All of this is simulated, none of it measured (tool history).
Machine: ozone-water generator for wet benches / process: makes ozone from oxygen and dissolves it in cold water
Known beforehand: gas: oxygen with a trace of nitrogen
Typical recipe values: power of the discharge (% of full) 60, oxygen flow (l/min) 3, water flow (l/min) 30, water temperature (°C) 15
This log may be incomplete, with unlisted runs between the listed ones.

run,hour,power of the discharge (% of full),oxygen flow (l/min),water flow (l/min),water temperature (°C),dissolved ozone (ppm),ozone in the gas ahead of the water (g/m3)
1,0,60,3,30,15,12.3,198
2,69.9,60,3,30,15,12.3,198.3
3,218.3,60,3,30,15,12.2,197.8
4,297.8,60,3,30,21,11.9,198.3
5,435.2,60,3,30,21,11.9,197.2
6,551.6,60,3,24,15,15.5,197.2
7,657.6,60,3,30,15,12.2,198.4
8,814,60,3,30,15,12.5,196.3
9,904.4,60,3,30,15,12.5,199.4
10,1054.3,60,3,30,15,12.3,196.4
11,1144.8,60,3,30,15,12.4,198.5
12,1248.2,60,3,30,15,12.1,199.4
13,1348.9,60,3,30,15,12.4,199.2
14,1474.2,60,3,30,15,12.7,198.7
15,1621.3,60,3,30,15,12.4,200.2
16,1693.4,60,3,30,15,12.2,199.8
17,1837.6,60,3,30,15,12.5,201
18,1929.9,86,2.09,19,15,23.3,312.2
19,2026.6,86,2.09,32,11,13.5,312.8
20,2120.5,86,2.09,35,11,12.3,313.6
21,2269.3,46,1.58,35,7,6.8,212.7
22,2346.6,79,1.59,22,15,16.9,329.5
23,2515.6,60,2.49,30,13,11.7,217.8
24,2656.1,48,3,21,15,14.7,167.1
25,2747,60,3,30,15,12.3,200
26,2859,60,3,30,15,12.4,199.4
27,2971.4,60,3.51,30,15,13,187.7
28,3080.7,60,3.8,32,11,12.9,183.3
29,3197.5,60,3.8,32,11,12.6,182.2
30,3363.6,60,3.8,32,11,13,181.1
31,3472.5,60,2.31,30,15,11.3,226.6
32,3617.9,60,2.31,30,15,11.4,224.8
# hour 3712.4: gauge calibrated
33,3725.4,62,2.49,30,13,12.1,219.6
34,3821.2,62,2.49,30,13,12.2,218.4

Pick out some run-to-run changes in ozone in the gas ahead of the water (g/m3). Of each, how much would a tool without hidden state show as well, from the settings, what came in and chance, and how much is left for the hidden state and any gauge scatter not in both results compared?
Unlogged tool condition in this case: yield of the discharge, % of new electrodes'; contactor's efficiency, % of a clean one's; true water temperature over the reading, C; drift of the gauge itself on ozone_ppm, %; drift of the gauge itself on gas_g_m3, %.
Run 17 -> 18: power of the discharge (% of full) 60 -> 86, oxygen flow (l/min) 3 -> 2.09, water flow (l/min) 30 -> 19. ozone in the gas ahead of the water (g/m3) +111.2: hidden state +1.7, all else +109.5.
Run 21 -> 22: power of the discharge (% of full) 46 -> 79, oxygen flow (l/min) 1.58 -> 1.59, water flow (l/min) 35 -> 22, water temperature (°C) 7 -> 15. ozone in the gas ahead of the water (g/m3) +116.8: hidden state +2.1, all else +114.7.
Run 22 -> 23: power of the discharge (% of full) 79 -> 60, oxygen flow (l/min) 1.59 -> 2.49, water flow (l/min) 22 -> 30, water temperature (°C) 15 -> 13. ozone in the gas ahead of the water (g/m3) -111.7: hidden state -1.7, all else -110.
Run 32 -> 33: power of the discharge (% of full) 60 -> 62, oxygen flow (l/min) 2.31 -> 2.49, water temperature (°C) 15 -> 13, gauge calibrated. ozone in the gas ahead of the water (g/m3) -5.2: hidden state -6.1, all else +0.9.
